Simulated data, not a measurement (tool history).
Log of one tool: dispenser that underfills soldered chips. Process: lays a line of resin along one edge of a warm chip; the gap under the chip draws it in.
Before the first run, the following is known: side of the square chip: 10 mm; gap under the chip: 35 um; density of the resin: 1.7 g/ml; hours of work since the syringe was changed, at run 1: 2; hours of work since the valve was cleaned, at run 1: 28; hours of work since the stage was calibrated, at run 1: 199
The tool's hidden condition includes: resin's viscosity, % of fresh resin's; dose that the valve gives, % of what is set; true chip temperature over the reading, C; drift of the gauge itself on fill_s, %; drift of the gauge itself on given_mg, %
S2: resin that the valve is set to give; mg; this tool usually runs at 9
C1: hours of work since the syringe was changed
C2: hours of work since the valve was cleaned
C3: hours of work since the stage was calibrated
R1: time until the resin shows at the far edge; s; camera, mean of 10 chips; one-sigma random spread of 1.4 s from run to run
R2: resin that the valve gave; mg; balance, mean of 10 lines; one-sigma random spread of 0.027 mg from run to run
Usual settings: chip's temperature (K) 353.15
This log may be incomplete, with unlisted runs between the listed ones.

{"run": 1, "hour": 0.0, "chip's temperature (K)": 353.15, "S2": 9, "C1": 2, "C2": 28, "C3": 199, "R1": 162.9, "R2": 8.84}
{"run": 2, "hour": 9.7, "chip's temperature (K)": 353.15, "S2": 9, "C1": 8, "C2": 34, "C3": 205, "R1": 271.8, "R2": 8.77}
{"hour": 13.7, "done": "new syringe of resin"}
{"run": 3, "hour": 20.3, "chip's temperature (K)": 357.15, "S2": 9, "C1": 4, "C2": 40, "C3": 211, "R1": 177.3, "R2": 8.78}
{"run": 4, "hour": 28.2, "chip's temperature (K)": 353.15, "S2": 9, "C1": 9, "C2": 45, "C3": 216, "R1": 305.3, "R2": 8.73}
{"hour": 29.9, "done": "new syringe of resin"}
{"run": 5, "hour": 42.1, "chip's temperature (K)": 353.15, "S2": 9, "C1": 8, "C2": 53, "C3": 225, "R1": 275.9, "R2": 8.7}
{"hour": 45.8, "done": "new syringe of resin"}
{"hour": 50.7, "done": "dispensing valve cleaned and set on the balance"}
{"run": 6, "hour": 51.2, "chip's temperature (K)": 353.15, "S2": 9, "C1": 3, "C2": 0, "C3": 229, "R1": 178.2, "R2": 9.06}
{"run": 7, "hour": 59.8, "chip's temperature (K)": 343.15, "S2": 9, "C1": 8, "C2": 6, "C3": 235, "R1": 388.8, "R2": 8.96}
{"hour": 63.6, "done": "new syringe of resin"}
{"run": 8, "hour": 68.5, "chip's temperature (K)": 353.15, "S2": 8.38, "C1": 3, "C2": 11, "C3": 240, "R1": 182.4, "R2": 8.31}
{"run": 9, "hour": 75.3, "chip's temperature (K)": 365.15, "S2": 9.9, "C1": 7, "C2": 15, "C3": 244, "R1": 183.6, "R2": 9.79}
{"hour": 80.1, "done": "new syringe of resin"}
{"run": 10, "hour": 83.0, "chip's temperature (K)": 365.15, "S2": 9.9, "C1": 2, "C2": 20, "C3": 249, "R1": 115.4, "R2": 9.79}
{"run": 11, "hour": 91.0, "chip's temperature (K)": 347.15, "S2": 9, "C1": 7, "C2": 25, "C3": 254, "R1": 306.6, "R2": 8.87}
{"hour": 97.0, "done": "new syringe of resin"}
{"run": 12, "hour": 102.7, "chip's temperature (K)": 347.15, "S2": 10.23, "C1": 4, "C2": 32, "C3": 261, "R1": 229, "R2": 9.96}
{"hour": 113.5, "done": "new syringe of resin"}
{"run": 13, "hour": 114.0, "chip's temperature (K)": 347.15, "S2": 10.23, "C1": 0, "C2": 38, "C3": 267, "R1": 166.5, "R2": 10}
{"run": 14, "hour": 120.5, "chip's temperature (K)": 356.15, "S2": 10.05, "C1": 4, "C2": 42, "C3": 271, "R1": 185.5, "R2": 9.75}

Forecast each of these 3 alternatives for the next run:
{"hour": 129.3, "done": "new syringe of resin"}
{"run": "A", "hour": 134.8, "chip's temperature (K)": 362.15, "S2": 10.45, "C1": 3, "C2": 51, "C3": 280, "R1": "?", "R2": "?"}
{"hour": 129.3, "done": "new syringe of resin"}
{"run": "B", "hour": 134.8, "chip's temperature (K)": 345.15, "S2": 10.91, "C1": 3, "C2": 51, "C3": 280, "R1": "?", "R2": "?"}
{"hour": 129.3, "done": "new syringe of resin"}
{"run": "C", "hour": 134.8, "chip's temperature (K)": 339.15, "S2": 10.93, "C1": 3, "C2": 51, "C3": 280, "R1": "?", "R2": "?"}

run=A R1=144.3 R2=10.1
run=B R1=237.8 R2=10.56
run=C R1=289 R2=10.59
Without the tool's unlogged condition, the same runs would have read:
run=A R1=101.8 R2=10.45
run=B R1=166.9 R2=10.93
run=C R1=202.4 R2=10.96
